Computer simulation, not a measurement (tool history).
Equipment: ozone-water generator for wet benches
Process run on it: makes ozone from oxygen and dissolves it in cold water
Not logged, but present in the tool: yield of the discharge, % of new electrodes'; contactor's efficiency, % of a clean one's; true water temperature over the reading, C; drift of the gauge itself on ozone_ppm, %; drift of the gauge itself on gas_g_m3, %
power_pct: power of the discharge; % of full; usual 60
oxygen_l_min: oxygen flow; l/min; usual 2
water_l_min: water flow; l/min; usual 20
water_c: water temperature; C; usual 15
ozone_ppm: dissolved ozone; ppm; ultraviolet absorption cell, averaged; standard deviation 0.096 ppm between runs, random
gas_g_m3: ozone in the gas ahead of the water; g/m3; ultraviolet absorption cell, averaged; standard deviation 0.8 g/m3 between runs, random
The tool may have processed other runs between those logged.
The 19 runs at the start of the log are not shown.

run	hour	power_pct	oxygen_l_min	water_l_min	water_c	hours of work since the electrodes were changed	hours of work since the contactor was cleaned	hours of work since the thermometer was calibrated	ozone_ppm	gas_g_m3
20	798.6	86	2.02	13	13	2101	704	601	15.06	164.4
21	822.6	74	3.15	14	12	2120	723	620	13.17	115.8
22	868.4	60	2	20	9	2155	758	655	7.6	121.6
23	914.1	60	1.2	15	9	2190	793	690	8.28	155.9
24	967.2	52	3.16	24	15	2231	834	731	6.1	84.3
25	1021.3	80	2	20	15	2272	875	772	9.36	155.1
26	1066.6	80	2	20	15	2307	910	807	9.24	153.3
27	1093.5	44	3.48	20	15	2328	931	828	6.11	67.2

Predict the results of run 28:
28	1125.7	44	2.55	13	15	2353	956	853	?	?

ozone_ppm: 8.19 ppm
gas_g_m3: 80.1 g/m3
Had the tool carried no hidden state, the very same run would have given ozone_ppm 8.63 ppm, gas_g_m3 82.8 g/m3.

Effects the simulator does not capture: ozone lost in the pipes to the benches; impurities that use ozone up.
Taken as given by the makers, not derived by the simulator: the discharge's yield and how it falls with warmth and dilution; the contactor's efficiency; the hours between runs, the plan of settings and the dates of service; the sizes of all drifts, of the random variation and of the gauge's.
